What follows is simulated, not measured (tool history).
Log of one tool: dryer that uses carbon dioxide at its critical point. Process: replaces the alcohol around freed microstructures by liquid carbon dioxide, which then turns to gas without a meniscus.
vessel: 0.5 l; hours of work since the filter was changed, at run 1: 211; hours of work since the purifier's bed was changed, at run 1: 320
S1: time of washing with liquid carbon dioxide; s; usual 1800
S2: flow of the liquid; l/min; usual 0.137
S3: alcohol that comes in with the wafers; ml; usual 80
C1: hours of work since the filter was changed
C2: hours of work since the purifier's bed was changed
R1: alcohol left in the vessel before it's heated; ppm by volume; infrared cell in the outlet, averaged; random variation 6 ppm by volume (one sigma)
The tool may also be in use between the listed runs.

run	hour	S1	S2	S3	C1	C2	R1
1	0	1800	0.137	80	211	320	388
2	18.3	1800	0.137	80	221	329	391
3	40.3	1800	0.131	80	231	340	514
4	71.4	1800	0.137	41	247	356	225
5	109.7	1800	0.137	41	266	374	243
6	130.2	1800	0.137	41	276	385	237
7	150.6	1800	0.137	41	286	395	257
8	182.5	1800	0.094	80	301	410	2895
9	208.4	1800	0.094	80	314	423	2954
10	234.4	1800	0.137	80	327	436	475
11	253.4	1800	0.137	80	336	445	505
12	275.6	1800	0.137	80	347	456	509
13	312.5	1800	0.137	80	365	474	520
14	332	1800	0.137	21	375	484	175
15	359.5	1800	0.137	21	389	498	176
16	386.1	1440	0.137	30	402	511	666
17	427.2	1800	0.137	62	422	531	473
18	450.8	1800	0.137	62	434	543	496
19	491.7	1560	0.102	80	454	563	4583
# hour 499.5: inlet filter changed
20	531.8	1800	0.137	42	16	582	181
21	561.8	1800	0.137	42	31	597	187
22	583.1	1740	0.149	26	41	607	122
23	624.6	2760	0.179	80	62	628	67
24	667.2	1800	0.099	80	83	649	1734
25	690	1800	0.099	80	94	660	1791
26	721.9	2700	0.099	53	110	676	187
27	765.4	1380	0.116	23	131	697	869
28	807.5	2880	0.137	27	152	718	89
29	849.1	1200	0.183	21	172	738	232
30	872.5	1860	0.149	28	184	750	135

5 ways to go on from here, each from the tool as it stands after run 30. What would each give?
A	894.1	2040	0.182	61	194	761	?
B	894.1	1860	0.149	63	194	761	?
C	894.1	2700	0.118	23	194	761	?
D	894.1	1200	0.115	38	194	761	?
E	894.1	1200	0.147	80	194	761	?

run	R1
A	96
B	190
C	97
D	2549
E	1983
Without the tool's hidden state the same runs would have given:
run	R1
A	18
B	73
C	16
D	1943
E	1396
